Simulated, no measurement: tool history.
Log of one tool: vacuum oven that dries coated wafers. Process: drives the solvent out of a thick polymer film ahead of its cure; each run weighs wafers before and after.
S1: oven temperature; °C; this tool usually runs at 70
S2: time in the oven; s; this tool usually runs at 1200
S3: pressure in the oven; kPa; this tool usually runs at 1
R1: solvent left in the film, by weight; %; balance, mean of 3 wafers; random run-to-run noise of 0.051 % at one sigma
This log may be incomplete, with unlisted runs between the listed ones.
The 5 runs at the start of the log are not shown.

| run | hour | S1 | S2 | S3 | R1 |
|---|---|---|---|---|---|
|  | 187.8 | vacuum gauge cleaned of residue and calibrated, once more |
| 6 | 205.4 | 56 | 1200 | 1 | 4.41 |
| 7 | 247.1 | 56 | 1200 | 1 | 4.41 |
| 8 | 283.9 | 56 | 1200 | 1 | 4.23 |
| 9 | 312.9 | 56 | 1200 | 1 | 4.33 |
| 10 | 356.8 | 56 | 1200 | 1 | 4.31 |
| 11 | 387.5 | 76 | 1200 | 1 | 0.37 |
| 12 | 422.4 | 76 | 1200 | 1 | 0.51 |
| 13 | 481.8 | 70 | 1200 | 1 | 1.09 |
| 14 | 548.5 | 70 | 1200 | 1 | 1.08 |
| 15 | 583.5 | 70 | 1200 | 1 | 1.15 |
| 16 | 641.3 | 70 | 1740 | 1 | 0.52 |
| 17 | 679.9 | 61 | 720 | 1.96 | 5.61 |
| 18 | 745.5 | 60 | 960 | 2.84 | 5.03 |
| 19 | 773 | 60 | 960 | 2.84 | 5.01 |
| 20 | 809.1 | 70 | 600 | 0.58 | 3.23 |
| 21 | 841.7 | 78 | 660 | 0.6 | 1.3 |
| 22 | 906 | 78 | 660 | 0.6 | 1.28 |
| 23 | 969.1 | 57 | 1740 | 0.9 | 2.95 |
| 24 | 1003.5 | 60 | 1740 | 0.9 | 2.13 |
| 25 | 1060.4 | 85 | 1740 | 0.78 | 0.25 |
|  | 1082.6 | oven's thermocouples calibrated |
| 26 | 1095.4 | 78 | 840 | 2.06 | 0.79 |
| 27 | 1127.1 | 78 | 840 | 0.5 | 0.43 |
| 28 | 1187.8 | 78 | 840 | 0.5 | 0.53 |
| 29 | 1248.3 | 59 | 840 | 0.57 | 4.29 |
| 30 | 1313.3 | 59 | 840 | 0.57 | 4.46 |

Here are 4 independent what-if runs from the current tool condition. What would each one return?
| A | 1345.7 | 73 | 1740 | 1.22 | ? |
| B | 1345.7 | 70 | 720 | 1 | ? |
| C | 1345.7 | 64 | 840 | 0.57 | ? |
| D | 1345.7 | 67 | 1620 | 0.82 | ? |

| run | R1 |
|---|---|
| A | 0.36 |
| B | 2.2 |
| C | 2.92 |
| D | 0.71 |
The same runs, with their run-to-run variation unchanged, on a tool lacking any hidden condition would have given:
| run | R1 |
|---|---|
| A | 0.29 |
| B | 2.15 |
| C | 2.85 |
| D | 0.63 |

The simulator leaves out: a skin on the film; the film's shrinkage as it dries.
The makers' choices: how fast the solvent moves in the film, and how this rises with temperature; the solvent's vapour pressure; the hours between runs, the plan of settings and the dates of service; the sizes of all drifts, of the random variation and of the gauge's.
